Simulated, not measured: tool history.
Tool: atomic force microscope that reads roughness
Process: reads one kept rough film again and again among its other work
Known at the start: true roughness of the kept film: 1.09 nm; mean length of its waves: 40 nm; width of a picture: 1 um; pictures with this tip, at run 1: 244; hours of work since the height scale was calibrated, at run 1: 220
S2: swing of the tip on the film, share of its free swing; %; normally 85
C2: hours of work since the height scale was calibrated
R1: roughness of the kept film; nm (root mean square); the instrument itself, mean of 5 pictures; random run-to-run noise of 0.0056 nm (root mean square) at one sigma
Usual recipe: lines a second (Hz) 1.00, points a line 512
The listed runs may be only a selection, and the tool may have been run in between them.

Run 1, hour 0.0: usual settings; pictures with this tip 244; C2 220. Result: R1 0.944 nm (root mean square).
Run 2, hour 48.6: usual settings; pictures with this tip 318; C2 257. Result: R1 0.939 nm (root mean square).
At hour 63.1: new tip fitted.
Run 3, hour 74.1: usual settings; pictures with this tip 17; C2 275. Result: R1 0.977 nm (root mean square).
Run 4, hour 122.9: usual settings; pictures with this tip 91; C2 312. Result: R1 0.968 nm (root mean square).
Run 5, hour 151.8: usual settings; pictures with this tip 135; C2 334. Result: R1 0.957 nm (root mean square).
Run 6, hour 187.9: usual settings; pictures with this tip 190; C2 361. Result: R1 0.945 nm (root mean square).
Run 7, hour 222.1: usual settings; pictures with this tip 242; C2 387. Result: R1 0.946 nm (root mean square).
Run 8, hour 257.3: usual settings but S2 73 %; pictures with this tip 296; C2 413. Result: R1 0.980 nm (root mean square).
At hour 285.5: new tip fitted.
Run 9, hour 291.0: usual settings but S2 82 %; pictures with this tip 8; C2 438. Result: R1 0.993 nm (root mean square).
Run 10, hour 333.7: usual settings but points a line 403; pictures with this tip 73; C2 470. Result: R1 0.961 nm (root mean square).
Run 11, hour 357.3: usual settings but points a line 403; pictures with this tip 109; C2 488. Result: R1 0.957 nm (root mean square).
Run 12, hour 412.1: usual settings but S2 71 %; pictures with this tip 192; C2 529. Result: R1 1.001 nm (root mean square).
Run 13, hour 435.9: usual settings but S2 71 %; pictures with this tip 228; C2 547. Result: R1 0.983 nm (root mean square).
Run 14, hour 460.4: usual settings; pictures with this tip 266; C2 565. Result: R1 0.945 nm (root mean square).
At hour 507.5: new tip fitted.
Run 15, hour 517.1: usual settings; pictures with this tip 15; C2 608. Result: R1 0.973 nm (root mean square).
Run 16, hour 569.7: usual settings; pictures with this tip 95; C2 647. Result: R1 0.973 nm (root mean square).
Run 17, hour 612.9: usual settings but lines a second (Hz) 3.90, S2 70 %, points a line 403; pictures with this tip 161; C2 680. Result: R1 0.898 nm (root mean square).
Run 18, hour 640.2: usual settings but lines a second (Hz) 1.13, S2 70 %, points a line 403; pictures with this tip 202; C2 700. Result: R1 0.994 nm (root mean square).
Run 19, hour 687.1: usual settings but S2 68 %, points a line 467; pictures with this tip 273; C2 735. Result: R1 0.987 nm (root mean square).
At hour 732.4: new tip fitted.
Run 20, hour 741.1: usual settings but S2 68 %, points a line 467; pictures with this tip 14; C2 776. Result: R1 1.020 nm (root mean square).
Run 21, hour 767.4: usual settings but S2 68 %, points a line 467; pictures with this tip 54; C2 795. Result: R1 1.025 nm (root mean square).
Run 22, hour 803.0: usual settings but S2 68 %, points a line 389; pictures with this tip 108; C2 822. Result: R1 1.008 nm (root mean square).
Run 23, hour 852.1: usual settings but S2 79 %, points a line 398; pictures with this tip 182; C2 859. Result: R1 0.963 nm (root mean square).
Run 24, hour 907.7: usual settings but points a line 1004; pictures with this tip 267; C2 901. Result: R1 0.938 nm (root mean square).
Run 25, hour 934.2: usual settings but points a line 1004; pictures with this tip 307; C2 921. Result: R1 0.944 nm (root mean square).
At hour 953.7: new tip fitted.
Run 26, hour 962.6: usual settings but points a line 1004; pictures with this tip 14; C2 942. Result: R1 0.974 nm (root mean square).
Run 27, hour 1019.4: usual settings but points a line 1004; pictures with this tip 100; C2 984. Result: R1 0.964 nm (root mean square).
Run 28, hour 1044.0: usual settings but lines a second (Hz) 1.33, S2 59 %; pictures with this tip 137; C2 1003. Result: R1 1.015 nm (root mean square).
Run 29, hour 1069.6: usual settings but lines a second (Hz) 2.41, S2 59 %, points a line 360; pictures with this tip 176; C2 1022. Result: R1 0.993 nm (root mean square).
Run 30, hour 1094.8: usual settings but lines a second (Hz) 0.56, S2 68 %, points a line 665; pictures with this tip 215; C2 1041. Result: R1 1.013 nm (root mean square).
Run 31, hour 1142.5: usual settings but lines a second (Hz) 0.59, S2 68 %, points a line 820; pictures with this tip 287; C2 1077. Result: R1 1.006 nm (root mean square).

Forecast each of these 4 alternatives for the next run:
At hour 1177.4: new tip fitted.
Run A, hour 1196.5: usual settings but lines a second (Hz) 0.94, S2 82 %, points a line 302; pictures with this tip 29; C2 1117. Result: R1 ?.
At hour 1177.4: new tip fitted.
Run B, hour 1196.5: usual settings but lines a second (Hz) 3.59, S2 68 %, points a line 735; pictures with this tip 29; C2 1117. Result: R1 ?.
At hour 1177.4: new tip fitted.
Run C, hour 1196.5: usual settings but lines a second (Hz) 3.49, S2 60 %, points a line 820; pictures with this tip 29; C2 1117. Result: R1 ?.
At hour 1177.4: new tip fitted.
Run D, hour 1196.5: usual settings but S2 57 %; pictures with this tip 29; C2 1117. Result: R1 ?.

run     R1
  A  0.983
  B  0.939
  C  0.974
  D  1.035
The same runs, with their run-to-run variation unchanged, on a tool lacking any hidden condition would have given:
run     R1
  A  0.997
  B  0.951
  C  0.988
  D  1.050
